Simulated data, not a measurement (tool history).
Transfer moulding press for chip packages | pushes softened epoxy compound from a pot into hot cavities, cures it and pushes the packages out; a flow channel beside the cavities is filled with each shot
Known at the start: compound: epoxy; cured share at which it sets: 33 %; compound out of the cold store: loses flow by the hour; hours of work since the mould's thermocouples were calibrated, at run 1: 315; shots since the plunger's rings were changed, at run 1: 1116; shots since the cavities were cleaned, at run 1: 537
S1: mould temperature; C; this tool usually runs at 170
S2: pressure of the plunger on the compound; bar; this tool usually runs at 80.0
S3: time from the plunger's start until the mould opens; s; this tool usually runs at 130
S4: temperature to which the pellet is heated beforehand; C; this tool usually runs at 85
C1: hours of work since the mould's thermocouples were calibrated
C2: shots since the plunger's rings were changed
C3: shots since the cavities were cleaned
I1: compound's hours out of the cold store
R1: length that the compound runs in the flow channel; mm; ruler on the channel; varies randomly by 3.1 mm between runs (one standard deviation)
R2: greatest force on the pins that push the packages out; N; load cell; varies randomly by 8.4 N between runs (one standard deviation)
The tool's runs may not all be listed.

Run 1, hour 0.0: usual settings; C1 315; C2 1116; C3 537; I1 41.0. Result: R1 799 mm, R2 669 N.
At hour 28.8: cavities cleaned with cleaning compound and waxed.
Run 2, hour 38.4: usual settings but S1 171 C; C1 337; C2 1440; C3 84; I1 9.0. Result: R1 891 mm, R2 808 N.
Run 3, hour 63.8: usual settings but S2 60.6 bar; C1 352; C2 1665; C3 309; I1 39.5. Result: R1 697 mm, R2 832 N.
Run 4, hour 89.1: usual settings but S1 178 C; C1 367; C2 1888; C3 532; I1 19.9. Result: R1 833 mm, R2 715 N.
Run 5, hour 114.9: usual settings but S1 178 C; C1 383; C2 2115; C3 759; I1 10.7. Result: R1 857 mm, R2 757 N.
At hour 120.1: cavities cleaned with cleaning compound and waxed.
Run 6, hour 134.4: usual settings but S1 178 C; C1 393; C2 2273; C3 126; I1 24.3. Result: R1 817 mm, R2 424 N.
At hour 154.3: cavities cleaned with cleaning compound and waxed, once more.
Run 7, hour 175.3: usual settings but S1 178 C; C1 417; C2 2620; C3 185; I1 17.1. Result: R1 835 mm, R2 460 N.
Run 8, hour 194.6: usual settings but S1 178 C; C1 428; C2 2790; C3 355; I1 25.1. Result: R1 811 mm, R2 561 N.
At hour 221.2: plunger's sealing rings changed.
Run 9, hour 237.7: usual settings; C1 452; C2 145; C3 712; I1 25.7. Result: R1 852 mm, R2 738 N.
At hour 245.9: cavities cleaned with cleaning compound and waxed.
Run 10, hour 278.9: usual settings but S3 156 s; C1 476; C2 495; C3 290; I1 25.2. Result: R1 851 mm, R2 539 N.
Run 11, hour 297.7: usual settings but S2 82.9 bar, S3 158 s; C1 487; C2 661; C3 456; I1 31.0. Result: R1 844 mm, R2 609 N.
At hour 337.3: cavities cleaned with cleaning compound and waxed.
Run 12, hour 338.9: usual settings but S2 88.1 bar; C1 510; C2 1010; C3 14; I1 42.4. Result: R1 844 mm, R2 381 N.
Run 13, hour 362.4: usual settings but S2 88.8 bar; C1 524; C2 1217; C3 221; I1 33.3. Result: R1 865 mm, R2 553 N.
Run 14, hour 402.5: usual settings but S1 176 C, S2 95.4 bar; C1 548; C2 1570; C3 574; I1 34.7. Result: R1 876 mm, R2 625 N.
Run 15, hour 420.5: usual settings but S2 60.4 bar; C1 559; C2 1729; C3 733; I1 10.4. Result: R1 767 mm, R2 772 N.
At hour 427.4: cavities cleaned with cleaning compound and waxed.
Run 16, hour 451.1: usual settings but S1 176 C, S3 119 s; C1 576; C2 1985; C3 208; I1 20.1. Result: R1 837 mm, R2 504 N.
At hour 474.9: mould's thermocouples calibrated.
Run 17, hour 484.5: usual settings but S1 166 C, S3 119 s; C1 6; C2 2261; C3 484; I1 39.9. Result: R1 804 mm, R2 836 N.

Measured result minus the same run's result without the hidden state. Both carry the same run-to-run variation, though not necessarily the same gauge scatter:
Hidden conditions of the tool in this case: true mould temperature over the reading, C; pressure that reaches the compound, % of what is set; grip of the stained cavities, % over clean ones'; drift of the gauge itself on flow_mm, %; drift of the gauge itself on push_out_n, %.
run   R1    R2
  1   -7  +312
  2  -11  +453
  3  -10  +455
  4  -14  +385
  5  -16  +405
  6  -16  +104
  7  -19  +133
  8  -20  +223
  9   +0  +367
 10   -2  +205
 11   -4  +268
 12   -6   +28
 13   -8  +189
 14  -11  +293
 15  -10  +388
 16  -13  +170
 17  -20  +366
